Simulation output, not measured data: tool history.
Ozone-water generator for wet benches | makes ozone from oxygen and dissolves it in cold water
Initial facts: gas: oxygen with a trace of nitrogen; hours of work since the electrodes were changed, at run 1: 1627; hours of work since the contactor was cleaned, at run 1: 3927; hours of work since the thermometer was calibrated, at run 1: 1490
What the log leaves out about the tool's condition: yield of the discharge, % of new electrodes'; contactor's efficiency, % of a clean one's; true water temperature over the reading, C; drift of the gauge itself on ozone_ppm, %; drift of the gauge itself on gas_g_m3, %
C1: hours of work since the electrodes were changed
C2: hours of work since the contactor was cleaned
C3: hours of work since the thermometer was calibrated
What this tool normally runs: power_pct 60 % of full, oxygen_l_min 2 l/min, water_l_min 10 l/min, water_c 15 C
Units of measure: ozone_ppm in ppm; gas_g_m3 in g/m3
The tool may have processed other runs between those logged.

{"run": 1, "hour": 0.0, "power_pct": 60, "oxygen_l_min": 2, "water_l_min": 10, "water_c": 15, "C1": 1627, "C2": 3927, "C3": 1490, "ozone_ppm": 22.7, "gas_g_m3": 223.4}
{"run": 2, "hour": 74.5, "power_pct": 60, "oxygen_l_min": 2, "water_l_min": 10, "water_c": 15, "C1": 1673, "C2": 3972, "C3": 1536, "ozone_ppm": 22.6, "gas_g_m3": 225.2}
{"run": 3, "hour": 188.8, "power_pct": 60, "oxygen_l_min": 2, "water_l_min": 10, "water_c": 15, "C1": 1743, "C2": 4042, "C3": 1606, "ozone_ppm": 22.7, "gas_g_m3": 225.2}
{"run": 4, "hour": 249.7, "power_pct": 60, "oxygen_l_min": 2, "water_l_min": 10, "water_c": 15, "C1": 1780, "C2": 4080, "C3": 1643, "ozone_ppm": 22.7, "gas_g_m3": 226.1}
{"run": 5, "hour": 377.8, "power_pct": 60, "oxygen_l_min": 2, "water_l_min": 10, "water_c": 15, "C1": 1858, "C2": 4158, "C3": 1722, "ozone_ppm": 22.6, "gas_g_m3": 227.2}
{"run": 6, "hour": 454.1, "power_pct": 60, "oxygen_l_min": 2, "water_l_min": 10, "water_c": 15, "C1": 1905, "C2": 4205, "C3": 1768, "ozone_ppm": 23, "gas_g_m3": 226.5}
{"run": 7, "hour": 561.5, "power_pct": 60, "oxygen_l_min": 2, "water_l_min": 10, "water_c": 9, "C1": 1971, "C2": 4271, "C3": 1834, "ozone_ppm": 24.2, "gas_g_m3": 228.9}
{"run": 8, "hour": 658.5, "power_pct": 96, "oxygen_l_min": 2, "water_l_min": 10, "water_c": 15, "C1": 2030, "C2": 4330, "C3": 1893, "ozone_ppm": 29.8, "gas_g_m3": 293.8}
{"run": 9, "hour": 727.1, "power_pct": 96, "oxygen_l_min": 2, "water_l_min": 10, "water_c": 14, "C1": 2072, "C2": 4372, "C3": 1935, "ozone_ppm": 29.6, "gas_g_m3": 293.4}
{"run": 10, "hour": 819.0, "power_pct": 96, "oxygen_l_min": 2, "water_l_min": 10, "water_c": 15, "C1": 2129, "C2": 4428, "C3": 1992, "ozone_ppm": 29.5, "gas_g_m3": 295.1}
{"run": 11, "hour": 901.8, "power_pct": 96, "oxygen_l_min": 2, "water_l_min": 10, "water_c": 15, "C1": 2179, "C2": 4479, "C3": 2042, "ozone_ppm": 30, "gas_g_m3": 295.7}
{"run": 12, "hour": 961.5, "power_pct": 96, "oxygen_l_min": 2, "water_l_min": 10, "water_c": 15, "C1": 2216, "C2": 4516, "C3": 2079, "ozone_ppm": 29.6, "gas_g_m3": 296}
{"run": 13, "hour": 1090.6, "power_pct": 96, "oxygen_l_min": 2, "water_l_min": 10, "water_c": 15, "C1": 2295, "C2": 4595, "C3": 2158, "ozone_ppm": 29.5, "gas_g_m3": 295.4}
{"run": 14, "hour": 1222.1, "power_pct": 96, "oxygen_l_min": 2, "water_l_min": 10, "water_c": 15, "C1": 2376, "C2": 4675, "C3": 2239, "ozone_ppm": 29.6, "gas_g_m3": 295.9}
{"run": 15, "hour": 1317.3, "power_pct": 96, "oxygen_l_min": 2, "water_l_min": 10, "water_c": 15, "C1": 2434, "C2": 4733, "C3": 2297, "ozone_ppm": 29.7, "gas_g_m3": 297.2}
{"run": 16, "hour": 1394.3, "power_pct": 96, "oxygen_l_min": 2, "water_l_min": 10, "water_c": 15, "C1": 2481, "C2": 4781, "C3": 2344, "ozone_ppm": 29.3, "gas_g_m3": 299.3}
{"run": 17, "hour": 1479.8, "power_pct": 76, "oxygen_l_min": 2.99, "water_l_min": 8, "water_c": 15, "C1": 2533, "C2": 4833, "C3": 2397, "ozone_ppm": 32.4, "gas_g_m3": 219.4}
{"run": 18, "hour": 1560.5, "power_pct": 50, "oxygen_l_min": 1.54, "water_l_min": 10, "water_c": 15, "C1": 2583, "C2": 4882, "C3": 2446, "ozone_ppm": 19.4, "gas_g_m3": 234.8}
{"run": 19, "hour": 1657.9, "power_pct": 57, "oxygen_l_min": 1.49, "water_l_min": 14, "water_c": 15, "C1": 2643, "C2": 4942, "C3": 2506, "ozone_ppm": 14.8, "gas_g_m3": 253.3}
{"run": 20, "hour": 1786.6, "power_pct": 57, "oxygen_l_min": 1.49, "water_l_min": 14, "water_c": 15, "C1": 2721, "C2": 5021, "C3": 2584, "ozone_ppm": 15, "gas_g_m3": 255.2}
{"run": 21, "hour": 1885.9, "power_pct": 50, "oxygen_l_min": 1.27, "water_l_min": 10, "water_c": 19, "C1": 2782, "C2": 5082, "C3": 2645, "ozone_ppm": 17.6, "gas_g_m3": 254.7}
{"run": 22, "hour": 1996.2, "power_pct": 50, "oxygen_l_min": 1.17, "water_l_min": 10, "water_c": 15, "C1": 2850, "C2": 5149, "C3": 2713, "ozone_ppm": 17.8, "gas_g_m3": 264.9}
{"run": 23, "hour": 2130.4, "power_pct": 50, "oxygen_l_min": 1.17, "water_l_min": 10, "water_c": 15, "C1": 2932, "C2": 5232, "C3": 2795, "ozone_ppm": 18, "gas_g_m3": 265.3}
{"run": 24, "hour": 2228.5, "power_pct": 50, "oxygen_l_min": 1.17, "water_l_min": 10, "water_c": 15, "C1": 2992, "C2": 5292, "C3": 2855, "ozone_ppm": 18, "gas_g_m3": 264.8}
{"hour": 2292.8, "done": "water thermometer calibrated"}
{"run": 25, "hour": 2301.9, "power_pct": 50, "oxygen_l_min": 1.17, "water_l_min": 10, "water_c": 15, "C1": 3037, "C2": 5336, "C3": 6, "ozone_ppm": 18, "gas_g_m3": 266.1}
{"run": 26, "hour": 2411.9, "power_pct": 86, "oxygen_l_min": 2.71, "water_l_min": 10, "water_c": 16, "C1": 3104, "C2": 5404, "C3": 73, "ozone_ppm": 28.4, "gas_g_m3": 247}
{"run": 27, "hour": 2537.6, "power_pct": 86, "oxygen_l_min": 2.71, "water_l_min": 10, "water_c": 16, "C1": 3181, "C2": 5481, "C3": 150, "ozone_ppm": 28.5, "gas_g_m3": 247}
{"run": 28, "hour": 2673.6, "power_pct": 86, "oxygen_l_min": 2.71, "water_l_min": 10, "water_c": 16, "C1": 3264, "C2": 5564, "C3": 233, "ozone_ppm": 28.6, "gas_g_m3": 248}
{"hour": 2720.6, "done": "gauge calibrated"}
{"run": 29, "hour": 2736.8, "power_pct": 60, "oxygen_l_min": 2, "water_l_min": 13, "water_c": 15, "C1": 3303, "C2": 5603, "C3": 272, "ozone_ppm": 17.9, "gas_g_m3": 224.4}
{"run": 30, "hour": 2852.7, "power_pct": 60, "oxygen_l_min": 2, "water_l_min": 13, "water_c": 20, "C1": 3374, "C2": 5674, "C3": 343, "ozone_ppm": 17.1, "gas_g_m3": 226.3}
{"run": 31, "hour": 2917.1, "power_pct": 43, "oxygen_l_min": 1.49, "water_l_min": 13, "water_c": 20, "C1": 3414, "C2": 5713, "C3": 382, "ozone_ppm": 13, "gas_g_m3": 213.9}
{"run": 32, "hour": 3040.4, "power_pct": 43, "oxygen_l_min": 1.49, "water_l_min": 13, "water_c": 20, "C1": 3489, "C2": 5789, "C3": 458, "ozone_ppm": 13, "gas_g_m3": 215}

How would selected steps in gas_g_m3 from run to run divide? Give the signed amount a tool lacking its hidden state would still show from settings, what came in and random variation, and the signed amount left for the hidden state, including any gauge scatter that is not in both of the compared results.
Run 7 -> 8: power_pct 60 -> 96, water_c 9 -> 15. gas_g_m3 +64.9 g/m3: hidden state +0.7, all else +64.2.
Run 16 -> 17: power_pct 96 -> 76, oxygen_l_min 2 -> 2.99, water_l_min 10 -> 8. gas_g_m3 -79.9 g/m3: hidden state -0.9, all else -79.
Run 28 -> 29: power_pct 86 -> 60, oxygen_l_min 2.71 -> 2, water_l_min 10 -> 13, water_c 16 -> 15, gauge calibrated. gas_g_m3 -23.6 g/m3: hidden state -7, all else -16.6.
